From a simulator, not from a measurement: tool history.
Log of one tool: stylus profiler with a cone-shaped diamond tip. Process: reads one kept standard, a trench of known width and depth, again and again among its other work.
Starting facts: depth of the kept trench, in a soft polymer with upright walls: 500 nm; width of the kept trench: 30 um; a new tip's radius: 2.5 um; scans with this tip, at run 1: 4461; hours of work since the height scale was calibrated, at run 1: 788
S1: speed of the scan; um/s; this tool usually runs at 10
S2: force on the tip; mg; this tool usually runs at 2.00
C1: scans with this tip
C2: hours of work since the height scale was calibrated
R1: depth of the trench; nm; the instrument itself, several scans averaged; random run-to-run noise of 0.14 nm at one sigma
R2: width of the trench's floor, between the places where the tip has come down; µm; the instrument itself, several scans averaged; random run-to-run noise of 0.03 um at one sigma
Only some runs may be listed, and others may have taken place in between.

run 1 hour=0.0 | S1=10 S2=2.00 | C1=4461 C2=788 | R1=503.56 R2=26.80
run 2 hour=37.1 | S1=10 S2=2.00 | C1=4619 C2=816 | R1=503.63 R2=26.84
run 3 hour=95.1 | S1=10 S2=2.00 | C1=4867 C2=859 | R1=503.31 R2=26.83
-- hour=99.2 height scale calibrated on a step standard
run 4 hour=142.7 | S1=10 S2=2.00 | C1=5069 C2=33 | R1=502.39 R2=26.81
run 5 hour=193.1 | S1=10 S2=2.00 | C1=5285 C2=71 | R1=502.28 R2=26.85
run 6 hour=247.4 | S1=10 S2=3.85 | C1=5517 C2=112 | R1=505.31 R2=26.81
run 7 hour=307.3 | S1=28 S2=2.09 | C1=5773 C2=157 | R1=502.22 R2=26.73
run 8 hour=348.7 | S1=29 S2=1.75 | C1=5950 C2=188 | R1=501.42 R2=26.75
run 9 hour=398.9 | S1=13 S2=5.42 | C1=6165 C2=226 | R1=506.77 R2=26.84
run 10 hour=453.5 | S1=13 S2=5.42 | C1=6398 C2=268 | R1=506.77 R2=26.76

Hidden state at the last listed run before each entry between runs and at the first one after, where it differs:
Run 3 -> run 4: height scale calibrated on a step standard (hour 99.2)
  radius of the tip, um: 2.75 -> 2.76; height scale over the true one, %: -0.406 -> -0.616
  the result without the hidden state subtracted from the measured one, R1: -2.05 -> -3.11 nm; R2: -0.16 -> -0.17 µm
